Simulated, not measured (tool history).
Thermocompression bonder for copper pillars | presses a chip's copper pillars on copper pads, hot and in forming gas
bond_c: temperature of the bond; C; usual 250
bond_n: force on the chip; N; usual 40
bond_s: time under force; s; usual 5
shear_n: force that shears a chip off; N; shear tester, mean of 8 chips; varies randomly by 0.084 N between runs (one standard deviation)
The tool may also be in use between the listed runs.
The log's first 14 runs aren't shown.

run    hour  bond_c  bond_n  bond_s  hours of work since the heater was calibrated  hours of work since the force cell was calibrated  hours of work since the gas filter was changed  shear_n
 15   483.3     250      40       5                                            236                                               1307                                             282    36.55
      489.1  -- force cell calibrated
 16   537.2     250      40       5                                            268                                                 30                                             314    36.49
 17   561.9     278      40       5                                            283                                                 45                                             329    50.37
 18   604.6     250      40       5                                            310                                                 71                                             356    36.16
 19   634.5     250      40       7                                            328                                                 90                                             374    40.98
      670.2  -- force cell calibrated, once more
 20   674.5     250      40       7                                            352                                                  3                                             398    42.13
 21   704.1     273      47       8                                            370                                                 21                                             416    59.14
 22   754.2     275      41       8                                            401                                                 52                                             447    57.47
 23   776.2     275      41       8                                            415                                                 65                                             461    57.38
      780.5  -- forming gas filter changed
 24   800.8     275      41       8                                            430                                                 80                                              13    59.44
 25   841.4     250      30       8                                            455                                                105                                              38    40.45
 26   867.9     275      44       8                                            471                                                122                                              54    60.85
 27   893.1     253      44       3                                            487                                                137                                              70    34.99
 28   922.3     237      31       8                                            505                                                155                                              88    34.37
 29   966.7     250      59      12                                            532                                                183                                             115    59.35
 30  1013.7     250      59      12                                            561                                                212                                             144    59.41
 31  1060.7     250      59       6                                            590                                                241                                             173    48.73
     1071.7  -- heater calibrated with a thermocouple chip
 32  1097.9     250      40       6                                             16                                                263                                             195    38.50
 33  1130.6     250      40       6                                             36                                                283                                             215    38.38
 34  1156.2     250      40       6                                             52                                                299                                             231    38.50
 35  1196.2     250      40       6                                             77                                                323                                             256    38.62
 36  1242.1     232      27       5                                            105                                                352                                             284    22.44
 37  1282.3     250      57       7                                            130                                                377                                             309    47.36
 38  1315.6     250      57       9                                            151                                                397                                             329    51.05
 39  1350.6     250      57       9                                            172                                                419                                             351    51.00

Predict each of these 4 candidate next runs independently; none follows another, all start after run 39:
  A  1374.5     250      40       6                                            187                                                433                                             366        ?
  B  1374.5     250      57      11                                            187                                                433                                             366        ?
  C  1374.5     250      32       4                                            187                                                433                                             366        ?
  D  1374.5     250      32       5                                            187                                                433                                             366        ?

run  shear_n
  A    38.50
  B    53.93
  C    29.80
  D    32.48
The same runs, with their run-to-run variation unchanged, on a tool lacking any hidden condition would have given:
run  shear_n
  A    39.41
  B    55.28
  C    30.49
  D    33.23

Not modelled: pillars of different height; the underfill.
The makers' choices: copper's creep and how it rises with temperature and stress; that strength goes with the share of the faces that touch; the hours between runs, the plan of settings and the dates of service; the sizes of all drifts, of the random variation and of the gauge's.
